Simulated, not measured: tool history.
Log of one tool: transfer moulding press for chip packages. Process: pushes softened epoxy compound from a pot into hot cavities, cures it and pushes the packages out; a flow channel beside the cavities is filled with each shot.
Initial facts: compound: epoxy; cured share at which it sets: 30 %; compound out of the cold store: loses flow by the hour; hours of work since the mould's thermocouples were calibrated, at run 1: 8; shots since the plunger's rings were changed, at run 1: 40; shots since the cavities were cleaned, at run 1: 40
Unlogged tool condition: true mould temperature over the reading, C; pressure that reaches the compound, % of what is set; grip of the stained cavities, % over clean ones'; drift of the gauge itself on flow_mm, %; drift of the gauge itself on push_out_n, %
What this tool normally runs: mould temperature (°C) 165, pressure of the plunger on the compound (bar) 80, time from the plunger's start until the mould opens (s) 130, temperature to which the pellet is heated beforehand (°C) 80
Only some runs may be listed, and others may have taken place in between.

run,hour,mould temperature (°C),pressure of the plunger on the compound (bar),time from the plunger's start until the mould opens (s),temperature to which the pellet is heated beforehand (°C),hours of work since the mould's thermocouples were calibrated,shots since the plunger's rings were changed,shots since the cavities were cleaned,incoming compound's hours out of the cold store,length that the compound runs in the flow channel (mm),greatest force on the pins that push the packages out (N)
1,0,165,80,130,80,8,40,40,38.2,528,474
2,5.3,165,80,130,85,10,73,73,32.5,548,521
3,14.2,165,80,167,80,14,129,129,47.3,496,503
4,24.9,171,80,130,80,19,196,196,20.7,574,535
5,34.4,171,80,130,80,23,256,256,31.2,532,556
6,40.3,171,80,130,80,26,293,293,19.3,575,563
7,51,171,80,130,80,30,360,360,17.8,580,579
8,58.5,171,79.6,130,80,34,407,407,23.7,559,605
# hour 62.5: cavities cleaned with cleaning compound and waxed
9,66.8,171,79.6,130,80,37,449,27,25.9,547,477
10,77.3,171,79.6,130,80,41,515,93,8.7,615,488
11,87.8,171,79.6,130,80,46,581,159,30.7,531,508
12,94.4,171,79.6,130,80,49,622,200,28.4,540,531
13,104.8,171,79.6,130,80,53,687,265,8.6,614,566
14,113.9,171,79.6,130,80,57,744,322,12.2,592,585
15,119,171,79.6,130,80,60,776,354,16.6,580,585
16,127.1,170,93.3,161,71,63,827,405,40.7,540,591
# hour 131.5: cavities cleaned with cleaning compound and waxed
17,136.9,170,78.5,120,71,67,879,34,41.8,496,476
18,143.5,161,62.6,132,84,70,920,75,22,518,566
19,152.7,161,62.6,132,84,74,978,133,20.4,525,597
20,163.7,161,94.8,141,81,79,1047,202,31.1,607,576
21,170.1,161,94.8,141,81,81,1087,242,11,679,661
22,179.4,170,80,169,80,85,1145,300,35.3,520,573
23,185.1,170,80,169,80,88,1181,336,46.5,483,588

The next listed run, before its measurement:
24,193.6,158,80,130,81,92,1234,389,17.9,?,?

{"run 24": {"length that the compound runs in the flow channel (mm)": 608, "greatest force on the pins that push the packages out (N)": 844}}
On a tool with no hidden condition, and with the same random variation, this run would have come out at length that the compound runs in the flow channel (mm) 623, greatest force on the pins that push the packages out (N) 616.

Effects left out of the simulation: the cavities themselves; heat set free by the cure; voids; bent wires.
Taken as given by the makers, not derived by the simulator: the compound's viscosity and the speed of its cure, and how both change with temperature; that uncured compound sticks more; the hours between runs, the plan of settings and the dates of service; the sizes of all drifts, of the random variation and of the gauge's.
